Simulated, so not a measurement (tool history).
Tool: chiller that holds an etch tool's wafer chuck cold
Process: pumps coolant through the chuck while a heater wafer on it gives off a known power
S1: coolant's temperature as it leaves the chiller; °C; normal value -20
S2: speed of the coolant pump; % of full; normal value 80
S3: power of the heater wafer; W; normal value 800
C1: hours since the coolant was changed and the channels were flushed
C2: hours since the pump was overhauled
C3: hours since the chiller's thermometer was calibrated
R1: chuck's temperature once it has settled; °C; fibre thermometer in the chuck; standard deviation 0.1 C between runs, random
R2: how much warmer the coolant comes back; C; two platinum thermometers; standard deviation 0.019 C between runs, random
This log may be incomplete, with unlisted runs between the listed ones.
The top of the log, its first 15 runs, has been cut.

run 16 hour=743.5 | S1=-20 S2=80 S3=800 | C1=873 C2=2813 C3=3780 | R1=-12.9 R2=1.91
run 17 hour=813.0 | S1=-20 S2=80 S3=800 | C1=943 C2=2883 C3=3849 | R1=-12.8 R2=1.88
run 18 hour=885.5 | S1=-20 S2=80 S3=800 | C1=1015 C2=2955 C3=3922 | R1=-12.9 R2=1.92
run 19 hour=948.8 | S1=-20 S2=80 S3=800 | C1=1079 C2=3018 C3=3985 | R1=-12.9 R2=1.95
run 20 hour=977.9 | S1=-20 S2=80 S3=800 | C1=1108 C2=3047 C3=4014 | R1=-12.9 R2=1.92
run 21 hour=1015.9 | S1=-20 S2=80 S3=800 | C1=1146 C2=3085 C3=4052 | R1=-12.7 R2=1.90
run 22 hour=1057.5 | S1=-27 S2=72 S3=800 | C1=1187 C2=3127 C3=4094 | R1=-19.3 R2=2.16
run 23 hour=1116.9 | S1=-23 S2=66 S3=800 | C1=1247 C2=3186 C3=4153 | R1=-14.9 R2=2.40
run 24 hour=1188.3 | S1=-23 S2=66 S3=447 | C1=1318 C2=3258 C3=4224 | R1=-17.5 R2=1.31
run 25 hour=1233.9 | S1=-24 S2=80 S3=575 | C1=1364 C2=3303 C3=4270 | R1=-18.2 R2=1.41
run 26 hour=1286.6 | S1=-24 S2=80 S3=507 | C1=1417 C2=3356 C3=4323 | R1=-18.6 R2=1.25
run 27 hour=1327.4 | S1=-20 S2=89 S3=878 | C1=1457 C2=3397 C3=4363 | R1=-12.4 R2=1.90
run 28 hour=1380.2 | S1=-20 S2=89 S3=878 | C1=1510 C2=3450 C3=4416 | R1=-12.4 R2=1.91
run 29 hour=1431.8 | S1=-20 S2=89 S3=878 | C1=1562 C2=3501 C3=4468 | R1=-12.2 R2=1.92

What does the tool deliver on the next run?
run 30 hour=1470.1 | S1=-24 S2=63 S3=735 | C1=1600 C2=3540 C3=4506 | R1=? R2=?

{"run 30": {"R1": -15.9, "R2": 2.32}}
If the tool had no hidden condition, the same run with the same run-to-run variation would have returned R1 -18.4 °C, R2 2.06 C.
